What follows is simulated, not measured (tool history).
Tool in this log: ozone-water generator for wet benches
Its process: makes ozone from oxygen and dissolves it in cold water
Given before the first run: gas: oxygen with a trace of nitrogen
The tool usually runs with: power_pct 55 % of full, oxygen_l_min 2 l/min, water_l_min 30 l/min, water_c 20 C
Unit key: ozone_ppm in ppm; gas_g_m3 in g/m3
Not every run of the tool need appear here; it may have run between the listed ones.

{"run": 1, "day": 0.0, "power_pct": 55, "oxygen_l_min": 2, "water_l_min": 30, "water_c": 20, "ozone_ppm": 6.5, "gas_g_m3": 187.7}
{"run": 2, "day": 1.0, "power_pct": 55, "oxygen_l_min": 2, "water_l_min": 30, "water_c": 20, "ozone_ppm": 6.5, "gas_g_m3": 186.8}
{"run": 3, "day": 2.292, "power_pct": 55, "oxygen_l_min": 2, "water_l_min": 30, "water_c": 20, "ozone_ppm": 6.4, "gas_g_m3": 188.8}
{"run": 4, "day": 3.479, "power_pct": 55, "oxygen_l_min": 2.62, "water_l_min": 30, "water_c": 20, "ozone_ppm": 7, "gas_g_m3": 165.2}
{"run": 5, "day": 4.25, "power_pct": 55, "oxygen_l_min": 2.62, "water_l_min": 30, "water_c": 20, "ozone_ppm": 7, "gas_g_m3": 166}
{"run": 6, "day": 5.175, "power_pct": 55, "oxygen_l_min": 2.62, "water_l_min": 30, "water_c": 20, "ozone_ppm": 7.1, "gas_g_m3": 165.6}
{"run": 7, "day": 6.467, "power_pct": 55, "oxygen_l_min": 2.62, "water_l_min": 30, "water_c": 20, "ozone_ppm": 7, "gas_g_m3": 165.2}
{"run": 8, "day": 7.683, "power_pct": 55, "oxygen_l_min": 2.62, "water_l_min": 30, "water_c": 20, "ozone_ppm": 7.3, "gas_g_m3": 165.1}
{"run": 9, "day": 8.758, "power_pct": 55, "oxygen_l_min": 2, "water_l_min": 30, "water_c": 20, "ozone_ppm": 6.5, "gas_g_m3": 188.6}
{"run": 10, "day": 9.725, "power_pct": 55, "oxygen_l_min": 2, "water_l_min": 30, "water_c": 20, "ozone_ppm": 6.5, "gas_g_m3": 187.1}
{"run": 11, "day": 10.746, "power_pct": 55, "oxygen_l_min": 2, "water_l_min": 30, "water_c": 20, "ozone_ppm": 6.4, "gas_g_m3": 187.5}
{"run": 12, "day": 11.85, "power_pct": 52, "oxygen_l_min": 2, "water_l_min": 30, "water_c": 20, "ozone_ppm": 6.4, "gas_g_m3": 181.4}
{"run": 13, "day": 13.158, "power_pct": 52, "oxygen_l_min": 2, "water_l_min": 30, "water_c": 20, "ozone_ppm": 6.4, "gas_g_m3": 182.6}
{"run": 14, "day": 14.321, "power_pct": 52, "oxygen_l_min": 2, "water_l_min": 30, "water_c": 20, "ozone_ppm": 6.5, "gas_g_m3": 181.3}
{"run": 15, "day": 14.967, "power_pct": 52, "oxygen_l_min": 2, "water_l_min": 30, "water_c": 20, "ozone_ppm": 6.2, "gas_g_m3": 180.7}
{"run": 16, "day": 15.983, "power_pct": 52, "oxygen_l_min": 2, "water_l_min": 30, "water_c": 20, "ozone_ppm": 6.3, "gas_g_m3": 182.1}
{"run": 17, "day": 17.358, "power_pct": 55, "oxygen_l_min": 1.46, "water_l_min": 26, "water_c": 20, "ozone_ppm": 6.7, "gas_g_m3": 216.9}
{"run": 18, "day": 18.067, "power_pct": 55, "oxygen_l_min": 1.46, "water_l_min": 26, "water_c": 12, "ozone_ppm": 7.2, "gas_g_m3": 216.1}
{"run": 19, "day": 18.838, "power_pct": 55, "oxygen_l_min": 1.46, "water_l_min": 26, "water_c": 12, "ozone_ppm": 7.1, "gas_g_m3": 216.2}
{"run": 20, "day": 20.154, "power_pct": 55, "oxygen_l_min": 2.49, "water_l_min": 32, "water_c": 20, "ozone_ppm": 6.4, "gas_g_m3": 169.9}
{"run": 21, "day": 21.488, "power_pct": 55, "oxygen_l_min": 2, "water_l_min": 30, "water_c": 14, "ozone_ppm": 6.8, "gas_g_m3": 185.6}
{"run": 22, "day": 22.167, "power_pct": 53, "oxygen_l_min": 2.84, "water_l_min": 39, "water_c": 25, "ozone_ppm": 5, "gas_g_m3": 155}
{"run": 23, "day": 22.95, "power_pct": 56, "oxygen_l_min": 3.15, "water_l_min": 22, "water_c": 17, "ozone_ppm": 10.6, "gas_g_m3": 153.7}
{"run": 24, "day": 23.746, "power_pct": 55, "oxygen_l_min": 2, "water_l_min": 45, "water_c": 26, "ozone_ppm": 4, "gas_g_m3": 186.6}
{"run": 25, "day": 24.412, "power_pct": 55, "oxygen_l_min": 2, "water_l_min": 45, "water_c": 26, "ozone_ppm": 3.8, "gas_g_m3": 187.3}
{"run": 26, "day": 25.321, "power_pct": 55, "oxygen_l_min": 1.15, "water_l_min": 30, "water_c": 20, "ozone_ppm": 5.1, "gas_g_m3": 240.9}
{"run": 27, "day": 26.05, "power_pct": 51, "oxygen_l_min": 2, "water_l_min": 42, "water_c": 20, "ozone_ppm": 4.3, "gas_g_m3": 177}
{"run": 28, "day": 26.667, "power_pct": 51, "oxygen_l_min": 2, "water_l_min": 42, "water_c": 20, "ozone_ppm": 4.4, "gas_g_m3": 179.4}
{"run": 29, "day": 27.688, "power_pct": 51, "oxygen_l_min": 2, "water_l_min": 42, "water_c": 20, "ozone_ppm": 4.2, "gas_g_m3": 179}
{"run": 30, "day": 28.746, "power_pct": 51, "oxygen_l_min": 2, "water_l_min": 42, "water_c": 20, "ozone_ppm": 4.3, "gas_g_m3": 178.7}

Measured result minus the same run's result without the hidden state. Both carry the same run-to-run variation, though not necessarily the same gauge scatter:
What the log doesn't record here: yield of the discharge, % of new electrodes'; contactor's efficiency, % of a clean one's; true water temperature over the reading, C; drift of the gauge itself on ozone_ppm, %; drift of the gauge itself on gas_g_m3, %.
run=1 ozone_ppm=-0.3 gas_g_m3=-1.7
run=2 ozone_ppm=-0.2 gas_g_m3=-1.7
run=3 ozone_ppm=-0.3 gas_g_m3=-1.7
run=4 ozone_ppm=-0.3 gas_g_m3=-1.6
run=5 ozone_ppm=-0.2 gas_g_m3=-1.6
run=6 ozone_ppm=-0.3 gas_g_m3=-1.6
run=7 ozone_ppm=-0.2 gas_g_m3=-1.7
run=8 ozone_ppm=-0.3 gas_g_m3=-1.7
run=9 ozone_ppm=-0.2 gas_g_m3=-2
run=10 ozone_ppm=-0.2 gas_g_m3=-2
run=11 ozone_ppm=-0.3 gas_g_m3=-2
run=12 ozone_ppm=-0.2 gas_g_m3=-1.9
run=13 ozone_ppm=-0.2 gas_g_m3=-2
run=14 ozone_ppm=-0.3 gas_g_m3=-2.1
run=15 ozone_ppm=-0.2 gas_g_m3=-2.1
run=16 ozone_ppm=-0.2 gas_g_m3=-2.2
run=17 ozone_ppm=-0.3 gas_g_m3=-2.7
run=18 ozone_ppm=-0.2 gas_g_m3=-2.8
run=19 ozone_ppm=-0.3 gas_g_m3=-2.8
run=20 ozone_ppm=-0.2 gas_g_m3=-2.2
run=21 ozone_ppm=-0.3 gas_g_m3=-2.4
run=22 ozone_ppm=-0.3 gas_g_m3=-2.1
run=23 ozone_ppm=-0.4 gas_g_m3=-2.1
run=24 ozone_ppm=-0.1 gas_g_m3=-2.6
run=25 ozone_ppm=-0.2 gas_g_m3=-2.7
run=26 ozone_ppm=-0.2 gas_g_m3=-3.4
run=27 ozone_ppm=-0.2 gas_g_m3=-2.4
run=28 ozone_ppm=-0.1 gas_g_m3=-2.5
run=29 ozone_ppm=-0.2 gas_g_m3=-2.6
run=30 ozone_ppm=-0.2 gas_g_m3=-2.6

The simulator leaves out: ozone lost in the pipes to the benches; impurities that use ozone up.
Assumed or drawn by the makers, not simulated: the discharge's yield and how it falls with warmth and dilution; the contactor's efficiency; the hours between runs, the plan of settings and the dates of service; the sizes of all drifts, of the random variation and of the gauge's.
